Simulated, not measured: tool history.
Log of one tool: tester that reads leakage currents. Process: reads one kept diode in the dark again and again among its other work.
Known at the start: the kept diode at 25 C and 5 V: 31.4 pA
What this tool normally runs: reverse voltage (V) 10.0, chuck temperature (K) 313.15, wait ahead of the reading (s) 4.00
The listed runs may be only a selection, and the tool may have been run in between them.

run	day	reverse voltage (V)	chuck temperature (K)	wait ahead of the reading (s)	current that the tester gives (pA)
1	0.000	10.0	313.15	4.00	173.34
2	1.083	10.0	313.15	2.66	173.80
3	2.446	3.1	313.15	4.00	115.03
4	4.667	10.0	313.15	6.36	174.21
5	6.775	10.0	313.15	6.36	174.91
6	7.729	13.9	313.15	4.00	195.97
7	9.654	10.0	313.15	4.00	175.41
8	11.500	12.5	313.15	4.00	189.99
9	13.092	12.5	313.15	4.00	190.50
10	14.754	10.0	313.15	4.00	175.95
11	16.938	10.0	313.15	4.00	178.24
12	18.308	10.0	313.15	4.00	177.22
13	19.346	10.0	313.15	6.22	177.92
14	20.338	10.0	313.15	4.00	178.08
15	21.554	10.0	313.15	4.00	178.01
16	23.579	10.0	313.15	4.00	177.54
17	24.817	10.0	313.15	4.00	178.62
18	25.962	1.6	313.15	4.00	94.07
19	27.104	1.6	313.15	4.00	94.34
20	28.062	11.1	313.15	4.00	186.85
21	29.288	11.1	313.15	4.00	186.66
22	30.500	19.3	314.15	1.11	251.60
23	31.517	19.3	314.15	1.11	251.55
24	33.467	4.9	293.15	1.11	24.43
25	35.350	4.9	293.15	1.11	24.62
26	37.388	1.0	310.15	2.39	62.78
27	38.642	1.4	299.15	0.92	26.67
28	40.700	2.8	299.15	0.32	35.33
29	42.029	2.8	331.15	1.14	496.82
30	43.488	2.8	331.15	1.14	495.96
31	45.092	10.0	314.15	0.52	202.40
32	46.871	19.0	332.15	4.00	1048.10
33	48.600	19.0	332.15	4.00	1049.09
34	50.096	1.1	332.15	0.51	392.17
35	51.588	1.1	332.15	0.51	392.11
36	53.133	18.7	313.15	4.00	231.87
37	55.375	13.5	310.15	2.12	161.67
38	57.117	10.0	313.15	1.30	187.86
39	58.954	10.0	313.15	1.30	188.84

The same runs without the tool's hidden state, with the same run-to-run variation:
The tool's hidden condition here consists of: stray current of the dirty probe card, pA a volt; current scale over the true one, %; true chuck temperature over the reading, C; drift of the gauge itself on leakage_pa, %.
run	current that the tester gives (pA)
1	156.17
2	156.37
3	103.68
4	155.96
5	156.16
6	174.44
7	156.04
8	168.40
9	168.46
10	155.44
11	156.99
12	155.80
13	156.19
14	156.13
15	155.82
16	154.99
17	155.66
18	82.41
19	82.52
20	162.04
21	161.61
22	217.20
23	216.85
24	20.17
25	20.27
26	54.07
27	22.56
28	29.78
29	433.94
30	432.53
31	172.42
32	908.79
33	907.88
34	340.00
35	339.38
36	193.36
37	133.97
38	156.96
39	157.39
